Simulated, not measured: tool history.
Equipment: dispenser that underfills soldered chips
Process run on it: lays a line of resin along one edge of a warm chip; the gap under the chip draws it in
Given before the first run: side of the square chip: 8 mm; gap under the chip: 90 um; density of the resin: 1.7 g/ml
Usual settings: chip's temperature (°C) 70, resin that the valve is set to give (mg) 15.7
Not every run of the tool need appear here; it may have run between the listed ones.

run    day  chip's temperature (°C)  resin that the valve is set to give (mg)  time until the resin shows at the far edge (s)  resin that the valve gave (mg)
  1      0                       70                                      15.7                                            48.8                           15.55
  2  0.167                       70                                      15.7                                            61.3                           15.59
     0.238  -- new syringe of resin
  3  0.375                       70                                      15.7                                            50.5                           15.48
     0.579  -- new syringe of resin
  4  0.592                       70                                      15.7                                            45.2                           15.55
  5  0.742                       70                                      15.7                                              54                           15.53
     0.921  -- new syringe of resin
  6  0.954                       70                                      15.7                                            43.7                           15.45
  7  1.071                       70                                      15.7                                            50.6                           15.45
     1.242  -- dispensing valve cleaned and set on the balance
     1.312  -- new syringe of resin
  8  1.379                       70                                      15.7                                            45.7                           15.68
  9  1.504                       70                                      15.7                                            54.5                           15.72
     1.662  -- new syringe of resin
 10  1.746                       70                                      15.7                                            48.4                           15.69
 11  1.929                       70                                      15.7                                            61.1                           15.71
     2.025  -- new syringe of resin
 12  2.179                       70                                      15.7                                            52.2                           15.66
     2.375  -- new syringe of resin
 13  2.375                       70                                      15.7                                            42.4                           15.65
 14  2.538                       70                                      15.7                                            53.1                            15.6
     2.733  -- new syringe of resin
 15  2.767                       70                                      15.7                                            44.4                           15.64
 16  2.996                       70                                      15.7                                            62.8                           15.57
     3.096  -- new syringe of resin
 17  3.146                       70                                      15.7                                              46                           15.59
 18  3.267                       71                                      19.2                                              50                           19.08
     3.446  -- new syringe of resin
 19  3.529                       57                                      19.4                                            81.7                           19.18
 20  3.767                       75                                      20.4                                            53.9                            20.2
     3.796  -- new syringe of resin
     4.046  -- dispensing valve cleaned and set on the balance
 21  4.046                       80                                      14.1                                            39.3                           14.09
     4.192  -- new syringe of resin
 22  4.267                       75                                      14.9                                              39                           14.87
 23  4.479                       75                                      16.9                                            52.6                           16.82
     4.546  -- new syringe of resin
 24    4.7                       68                                      17.9                                            56.8                            17.8
     4.896  -- new syringe of resin
 25  4.925                       77                                      18.4                                            35.5                           18.26
 26  5.054                       55                                      18.7                                            99.4                           18.61
 27  5.204                       55                                      18.7                                             122                           18.53
     5.242  -- new syringe of resin
 28  5.442                       75                                      14.1                                            47.7                           13.98
     5.592  -- new syringe of resin
 29  5.733                       62                                      18.6                                            72.6                           18.44
     5.942  -- new syringe of resin
 30  5.992                       62                                      18.6                                            62.9                           18.42

Expected results for the next run?
 31  6.204                       84                                      18.1                                               ?                               ?

time until the resin shows at the far edge (s): 36.9
resin that the valve gave (mg): 17.89
Take away the tool's hidden state, keep the run-to-run variation as it was, and the same run would have given time until the resin shows at the far edge (s) 24.6, resin that the valve gave (mg) 18.12.
